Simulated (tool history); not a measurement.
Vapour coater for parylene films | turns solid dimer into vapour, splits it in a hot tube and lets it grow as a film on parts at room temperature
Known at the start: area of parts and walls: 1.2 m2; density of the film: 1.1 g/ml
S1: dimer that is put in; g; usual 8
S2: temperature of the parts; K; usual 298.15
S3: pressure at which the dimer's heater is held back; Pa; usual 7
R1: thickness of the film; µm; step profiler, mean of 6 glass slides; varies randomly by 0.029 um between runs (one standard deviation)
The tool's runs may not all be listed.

run,hour,S1,S2,S3,R1
1,0,8,298.15,7,4.27
2,13.1,8,298.15,7,4.18
3,38,8,298.15,7,4.24
4,51.4,8,298.15,7,4.25
5,73.5,8,298.15,7,4.24
6,93.1,8,298.15,7,4.26
7,104.5,8,298.15,7,4.26
8,118.8,8,298.15,7,4.22
9,135.3,5,300.15,10.83,2.34
10,150.3,8,290.15,7,5.03
11,174.4,5,307.15,5.65,2.29
12,199.5,8,306.15,9.23,3.41
13,216.4,5,298.15,5.47,2.75

4 options for the next run, each taken on its own from the tool as it stands now. Forecast them:
A,233.9,8,298.15,10.29,?
B,233.9,6,303.15,7,?
C,233.9,10,310.15,6.79,?
D,233.9,4,298.15,5.47,?

run,R1
A,3.89
B,2.87
C,4.04
D,2.24
Had the tool no hidden state, the same runs would have come out as:
run,R1
A,3.9
B,2.88
C,4.04
D,2.25
